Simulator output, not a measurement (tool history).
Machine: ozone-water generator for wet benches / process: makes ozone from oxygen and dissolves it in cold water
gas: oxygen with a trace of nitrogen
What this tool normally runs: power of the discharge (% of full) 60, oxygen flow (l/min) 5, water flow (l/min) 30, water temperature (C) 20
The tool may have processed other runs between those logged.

| run | hour | power of the discharge (% of full) | oxygen flow (l/min) | water flow (l/min) | water temperature (C) | dissolved ozone (ppm) | ozone in the gas ahead of the water (g/m3) |
|---|---|---|---|---|---|---|---|
| 1 | 0 | 60 | 5 | 30 | 20 | 15.7 | 177.6 |
| 2 | 25.5 | 60 | 5 | 30 | 20 | 15.7 | 178 |
| 3 | 71.2 | 60 | 5 | 30 | 20 | 15.5 | 178.6 |
| 4 | 118.6 | 60 | 5 | 30 | 20 | 15.5 | 177.9 |
| 5 | 141.5 | 60 | 5 | 30 | 20 | 15.6 | 178.1 |
| 6 | 164.3 | 60 | 5 | 30 | 15 | 16.2 | 177.3 |
| 7 | 205.7 | 60 | 5 | 29 | 20 | 16 | 177 |
| 8 | 251.6 | 45 | 5 | 23 | 20 | 15.9 | 147.6 |
| 9 | 288.5 | 45 | 5 | 23 | 20 | 16 | 151.1 |
| 10 | 330.1 | 45 | 5 | 23 | 20 | 15.8 | 148.8 |
| 11 | 368.5 | 45 | 5.47 | 23 | 21 | 15.6 | 140.5 |
| 12 | 401.5 | 45 | 5.47 | 23 | 21 | 15.9 | 140.8 |
| 13 | 438.1 | 63 | 4.49 | 44 | 17 | 11.6 | 194 |
| 14 | 461.7 | 60 | 5 | 28 | 12 | 17.7 | 176.8 |

For some of the steps in dissolved ozone (ppm) from one run to the next: how much would appear even if the tool had no hidden state, given the settings, what came in and random variation, and how much remains for the hidden state plus any gauge scatter that the measured result and the result without hidden state don't share?
Unlogged tool condition in this case: yield of the discharge, % of new electrodes'; contactor's efficiency, % of a clean one's; true water temperature over the reading, C; drift of the gauge itself on ozone_ppm, %; drift of the gauge itself on gas_g_m3, %.
Run 13 -> 14: power of the discharge (% of full) 63 -> 60, oxygen flow (l/min) 4.49 -> 5, water flow (l/min) 44 -> 28, water temperature (C) 17 -> 12. dissolved ozone (ppm) +6.1: hidden state -0.2, all else +6.3.

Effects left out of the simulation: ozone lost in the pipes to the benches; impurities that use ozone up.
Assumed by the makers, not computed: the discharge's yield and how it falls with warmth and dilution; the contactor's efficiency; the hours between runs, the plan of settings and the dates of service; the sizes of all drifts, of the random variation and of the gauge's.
